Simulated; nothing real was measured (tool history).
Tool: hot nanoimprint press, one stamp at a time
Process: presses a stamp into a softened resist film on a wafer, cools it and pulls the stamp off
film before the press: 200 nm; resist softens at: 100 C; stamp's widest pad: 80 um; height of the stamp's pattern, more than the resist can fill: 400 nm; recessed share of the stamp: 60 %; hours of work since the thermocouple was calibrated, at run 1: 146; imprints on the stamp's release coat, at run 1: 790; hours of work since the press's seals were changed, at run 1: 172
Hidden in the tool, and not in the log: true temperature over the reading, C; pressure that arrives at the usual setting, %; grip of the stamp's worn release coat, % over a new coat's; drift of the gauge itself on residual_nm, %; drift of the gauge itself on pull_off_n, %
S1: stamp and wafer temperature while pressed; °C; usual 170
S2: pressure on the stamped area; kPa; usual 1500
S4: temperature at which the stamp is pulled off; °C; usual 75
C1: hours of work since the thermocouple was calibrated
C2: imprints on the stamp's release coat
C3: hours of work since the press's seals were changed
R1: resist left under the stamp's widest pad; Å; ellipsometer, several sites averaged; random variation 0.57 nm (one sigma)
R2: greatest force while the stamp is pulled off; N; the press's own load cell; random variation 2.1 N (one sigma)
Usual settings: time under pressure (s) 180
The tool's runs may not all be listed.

Run 1, day 0.000: usual settings; C1 146; C2 790; C3 172. Result: R1 708 Å, R2 115 N.
Run 2, day 1.362: usual settings; C1 160; C2 873; C3 186. Result: R1 712 Å, R2 116 N.
Run 3, day 2.121: usual settings but S4 66 °C; C1 168; C2 919; C3 194. Result: R1 705 Å, R2 149 N.
Run 4, day 2.896: usual settings but S4 66 °C; C1 176; C2 966; C3 202. Result: R1 702 Å, R2 140 N.
Run 5, day 4.008: usual settings; C1 187; C2 1034; C3 213. Result: R1 706 Å, R2 116 N.
At day 4.238: plate thermocouple calibrated.
Run 6, day 4.833: usual settings but S1 178 °C, S2 2060 kPa, time under pressure (s) 250, S4 67 °C; C1 6; C2 1077; C3 220. Result: R1 391 Å, R2 144 N.
Run 7, day 5.492: usual settings but S1 158 °C, time under pressure (s) 130; C1 13; C2 1117; C3 227. Result: R1 1149 Å, R2 121 N.
Run 8, day 6.146: usual settings but S1 158 °C, time under pressure (s) 130; C1 20; C2 1156; C3 234. Result: R1 1152 Å, R2 121 N.
Run 9, day 7.196: usual settings but S1 177 °C, S2 1350 kPa, time under pressure (s) 121, S4 65 °C; C1 30; C2 1220; C3 244. Result: R1 692 Å, R2 158 N.
Run 10, day 8.304: usual settings but S1 177 °C, S2 1350 kPa, time under pressure (s) 121, S4 65 °C; C1 42; C2 1288; C3 256. Result: R1 698 Å, R2 161 N.

3 ways to go on from here, each from the tool as it stands after run 10. What would each give?
At day 9.383: plate thermocouple calibrated, once more.
Run A, day 9.517: usual settings but time under pressure (s) 304, S4 67 °C; C1 1; C2 1354; C3 267. Result: R1 ?, R2 ?.
At day 9.383: plate thermocouple calibrated, once more.
Run B, day 9.517: usual settings but S2 2380 kPa, time under pressure (s) 298, S4 61 °C; C1 1; C2 1354; C3 267. Result: R1 ?, R2 ?.
At day 9.383: plate thermocouple calibrated, once more.
Run C, day 9.517: usual settings but S1 162 °C, S2 1320 kPa, S4 72 °C; C1 1; C2 1354; C3 267. Result: R1 ?, R2 ?.

run   R1   R2
  A  585  158
  B  463  184
  C  994  142
Without the tool's hidden state the same runs would have given:
run   R1   R2
  A  580  115
  B  457  134
  C  988  103

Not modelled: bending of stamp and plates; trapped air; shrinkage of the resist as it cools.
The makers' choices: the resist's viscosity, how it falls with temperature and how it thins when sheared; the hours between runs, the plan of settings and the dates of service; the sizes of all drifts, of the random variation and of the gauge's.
